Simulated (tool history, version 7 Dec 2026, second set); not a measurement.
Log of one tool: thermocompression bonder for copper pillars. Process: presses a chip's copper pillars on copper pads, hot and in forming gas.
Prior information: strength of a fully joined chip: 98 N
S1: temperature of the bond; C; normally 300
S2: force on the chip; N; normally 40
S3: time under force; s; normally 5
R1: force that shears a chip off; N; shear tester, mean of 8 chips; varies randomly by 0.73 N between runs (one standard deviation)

run	hour	S1	S2	S3	R1
1	0.0	300	40	5	66.3
2	63.1	300	40	5	64.8
3	113.0	300	40	5	65.8
4	193.9	300	40	5	67.3
5	233.8	309	40	5	71.3
6	307.8	309	40	5	70.2
7	365.3	309	40	3	60.3
8	424.3	309	40	3	60.9
9	465.2	300	25	5	49.0
10	533.4	300	25	5	49.5
11	607.7	300	40	5	65.8
12	683.6	300	32	5	58.0
13	730.0	300	32	5	57.8
14	779.7	300	32	5	58.4
15	864.4	300	32	5	57.6
16	933.0	300	30	5	55.9
17	985.2	300	30	5	55.4
18	1040.9	300	30	15	74.9
19	1112.4	300	30	15	74.5
20	1205.6	312	40	15	86.8
21	1299.8	312	40	15	87.0
22	1387.7	292	40	15	79.7
23	1442.4	292	40	15	80.0
24	1505.2	300	40	5	66.3
25	1590.7	300	40	5	65.3
26	1670.8	285	59	9	80.9
27	1718.1	328	33	7	76.3
28	1789.7	289	36	5	57.8
29	1846.6	271	40	5	50.9
30	1897.8	271	40	8	60.0
31	1940.2	279	30	5	46.3
32	2015.9	275	24	12	51.7
33	2087.2	275	24	12	50.7

Put back what was entered between runs (10 entries, withheld): which listed runs does each sit between, and how does the hidden state differ from the listed run before to the listed run after?
From run 3 to run 4: forming gas filter changed (hour 137.4)
  oxide that the forming gas leaves, % of the face: 0.78 -> 0.58
From run 7 to run 8: forming gas filter changed (hour 410.2)
  oxide that the forming gas leaves, % of the face: 0.77 -> 0.52
From run 11 to run 12: forming gas filter changed (hour 683.5)
  oxide that the forming gas leaves, % of the face: 0.72 -> 0.5
From run 16 to run 17: forming gas filter changed (hour 953.7)
  oxide that the forming gas leaves, % of the face: 0.77 -> 0.55
From run 20 to run 21: forming gas filter changed (hour 1230.1)
  true temperature of the bond over the reading, C: -0.3 -> -0.4; oxide that the forming gas leaves, % of the face: 0.78 -> 0.59
From run 23 to run 24: heater calibrated with a thermocouple chip (hour 1472.2); forming gas filter changed (hour 1504.3)
  true temperature of the bond over the reading, C: -0.4 -> -0.1; oxide that the forming gas leaves, % of the face: 0.75 -> 0.51
From run 27 to run 28: forming gas filter changed (hour 1777.1); force cell calibrated (hour 1786.5)
  true temperature of the bond over the reading, C: -0.1 -> -0.2; force that reaches the chip, % of what is set: 99.3 -> 100; oxide that the forming gas leaves, % of the face: 0.74 -> 0.52
From run 32 to run 33: forming gas filter changed (hour 2052.4)
  oxide that the forming gas leaves, % of the face: 0.78 -> 0.55

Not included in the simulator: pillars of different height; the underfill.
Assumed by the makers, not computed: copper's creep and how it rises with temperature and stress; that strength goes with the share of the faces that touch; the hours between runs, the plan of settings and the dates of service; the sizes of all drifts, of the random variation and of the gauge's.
